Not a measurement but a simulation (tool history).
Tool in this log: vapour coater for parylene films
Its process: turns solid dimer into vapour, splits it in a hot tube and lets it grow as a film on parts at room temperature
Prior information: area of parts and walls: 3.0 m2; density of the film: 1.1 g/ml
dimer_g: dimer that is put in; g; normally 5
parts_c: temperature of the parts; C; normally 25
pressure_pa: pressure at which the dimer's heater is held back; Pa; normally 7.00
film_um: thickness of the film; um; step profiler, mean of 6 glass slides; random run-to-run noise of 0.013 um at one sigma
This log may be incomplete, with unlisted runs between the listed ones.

run,hour,dimer_g,parts_c,pressure_pa,film_um
1,0.0,5,25,7.00,0.74
2,16.9,6,25,7.00,0.92
3,32.5,6,25,7.00,0.90
4,47.4,6,25,7.00,0.88
5,66.7,6,25,7.00,0.89
# hour 78.3: trap's valve overhauled
6,89.0,5,25,7.00,0.84
7,99.4,6,25,7.00,0.98
8,115.5,6,25,7.00,1.01
9,129.9,6,25,7.00,0.98
10,148.5,5,25,7.00,0.82
11,162.2,3,25,7.00,0.51
12,183.9,5,25,7.00,0.80
13,197.0,5,25,7.00,0.80
14,214.9,5,25,7.00,0.80
15,224.4,5,25,7.00,0.80
16,244.9,5,25,7.00,0.80
17,261.7,8,25,7.00,1.30
18,271.4,8,25,2.72,1.56
19,290.0,8,25,2.72,1.55
20,300.7,8,25,2.72,1.53
21,319.7,8,25,2.72,1.57
22,338.3,5,25,7.00,0.79
23,354.0,5,25,7.00,0.77
24,363.7,5,22,7.00,0.91
25,381.2,3,30,6.10,0.39
26,397.5,3,20,4.62,0.62
27,408.0,3,20,4.62,0.62
28,422.9,3,20,4.62,0.64
29,442.3,6,22,7.00,1.06
30,458.3,6,18,7.00,1.28
31,475.5,6,18,7.00,1.29
32,492.1,6,19,6.76,1.24
33,511.6,6,19,6.76,1.20
34,525.9,6,19,6.76,1.20
35,535.9,5,19,7.68,0.97
36,546.8,7,35,9.11,0.65
37,562.6,5,25,9.11,0.71
38,583.6,3,19,9.11,0.57
39,600.4,5,35,10.64,0.44
40,622.3,8,29,10.64,0.93
41,640.4,3,29,6.03,0.39
42,652.1,8,25,7.00,1.20
43,673.2,8,25,7.00,1.18
44,691.0,8,30,2.80,1.12
45,711.3,8,19,2.98,1.86
46,721.9,6,33,6.59,0.61
47,735.8,6,33,6.59,0.62
# hour 750.4: trap's valve overhauled
48,751.9,8,24,7.00,1.38

3 options for the next run, each taken on its own from the tool as it stands now. Forecast them:
A,762.2,5,20,9.13,?
B,762.2,5,31,8.55,?
C,762.2,6,30,2.15,?

run,film_um
A,0.98
B,0.60
C,1.01
Stripped of hidden state, with their random variation kept, the same runs would have yielded:
run,film_um
A,1.00
B,0.61
C,1.03

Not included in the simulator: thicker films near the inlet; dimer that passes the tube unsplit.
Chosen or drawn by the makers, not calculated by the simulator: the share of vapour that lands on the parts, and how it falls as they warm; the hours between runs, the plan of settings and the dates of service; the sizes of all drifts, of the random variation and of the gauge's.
